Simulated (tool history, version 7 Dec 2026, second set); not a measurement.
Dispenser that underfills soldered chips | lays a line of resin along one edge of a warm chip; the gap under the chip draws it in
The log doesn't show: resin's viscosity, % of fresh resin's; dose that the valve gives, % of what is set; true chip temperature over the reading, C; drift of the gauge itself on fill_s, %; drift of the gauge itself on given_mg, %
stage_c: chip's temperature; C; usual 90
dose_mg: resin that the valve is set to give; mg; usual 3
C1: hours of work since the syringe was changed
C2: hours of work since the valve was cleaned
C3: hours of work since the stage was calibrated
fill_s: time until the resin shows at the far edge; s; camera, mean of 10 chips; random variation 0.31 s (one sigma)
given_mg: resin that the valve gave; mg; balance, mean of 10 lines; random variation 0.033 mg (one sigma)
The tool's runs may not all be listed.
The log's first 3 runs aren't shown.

run 4 hour=20.7 | stage_c=90 dose_mg=3.6 | C1=7 C2=8 C3=173 | fill_s=7.7 given_mg=3.53
-- hour=26.5 new syringe of resin
run 5 hour=26.6 | stage_c=90 dose_mg=2.73 | C1=0 C2=12 C3=177 | fill_s=6.4 given_mg=2.76
run 6 hour=36.3 | stage_c=79 dose_mg=3 | C1=7 C2=19 C3=184 | fill_s=13.3 given_mg=2.97
-- hour=42.4 new syringe of resin
run 7 hour=48.3 | stage_c=90 dose_mg=2.65 | C1=4 C2=28 C3=193 | fill_s=8.1 given_mg=2.6
run 8 hour=55.6 | stage_c=90 dose_mg=2.65 | C1=10 C2=33 C3=198 | fill_s=11 given_mg=2.59
-- hour=58.5 new syringe of resin
run 9 hour=67 | stage_c=90 dose_mg=3 | C1=6 C2=41 C3=206 | fill_s=8.8 given_mg=2.93
-- hour=74.8 new syringe of resin
run 10 hour=81 | stage_c=90 dose_mg=3 | C1=5 C2=51 C3=216 | fill_s=8 given_mg=2.84
-- hour=90.9 new syringe of resin
run 11 hour=95.1 | stage_c=90 dose_mg=3 | C1=3 C2=61 C3=226 | fill_s=7.5 given_mg=2.93
run 12 hour=105.4 | stage_c=90 dose_mg=3 | C1=11 C2=69 C3=234 | fill_s=11.4 given_mg=2.86
-- hour=106.7 new syringe of resin
run 13 hour=115.3 | stage_c=90 dose_mg=3 | C1=6 C2=76 C3=241 | fill_s=8.4 given_mg=2.85
-- hour=122.9 new syringe of resin
-- hour=124.7 dispensing valve cleaned and set on the balance
run 14 hour=129.6 | stage_c=94 dose_mg=3 | C1=4 C2=4 C3=250 | fill_s=7.1 given_mg=3.01
run 15 hour=136.1 | stage_c=90 dose_mg=3 | C1=9 C2=8 C3=255 | fill_s=10.5 given_mg=2.93
-- hour=139.7 new syringe of resin
run 16 hour=145.1 | stage_c=90 dose_mg=3 | C1=4 C2=15 C3=261 | fill_s=7.8 given_mg=3.05
run 17 hour=151.6 | stage_c=90 dose_mg=3 | C1=9 C2=19 C3=266 | fill_s=9.9 given_mg=2.95
-- hour=155.4 new syringe of resin
run 18 hour=161.9 | stage_c=89 dose_mg=3 | C1=5 C2=27 C3=274 | fill_s=8.8 given_mg=2.9
-- hour=171.2 new syringe of resin
run 19 hour=173.3 | stage_c=86 dose_mg=3 | C1=2 C2=35 C3=282 | fill_s=8 given_mg=2.99
run 20 hour=179.1 | stage_c=86 dose_mg=3 | C1=6 C2=39 C3=286 | fill_s=10.3 given_mg=2.9
-- hour=186.9 new syringe of resin
run 21 hour=191.4 | stage_c=93 dose_mg=2.79 | C1=3 C2=48 C3=295 | fill_s=7 given_mg=2.71
-- hour=202.5 new syringe of resin
run 22 hour=202.5 | stage_c=76 dose_mg=3.45 | C1=0 C2=56 C3=303 | fill_s=10.5 given_mg=3.29
run 23 hour=211.5 | stage_c=86 dose_mg=2.81 | C1=7 C2=62 C3=309 | fill_s=10.5 given_mg=2.65

The next listed run, before its measurement:
-- hour=218.5 new syringe of resin
run 24 hour=225 | stage_c=86 dose_mg=2.95 | C1=5 C2=72 C3=319 | fill_s=? given_mg=?

Run 24 gave fill_s 9.9 s, given_mg 2.79 mg.
Without the tool's hidden state the same run would have given fill_s 7.4 s, given_mg 2.95 mg.
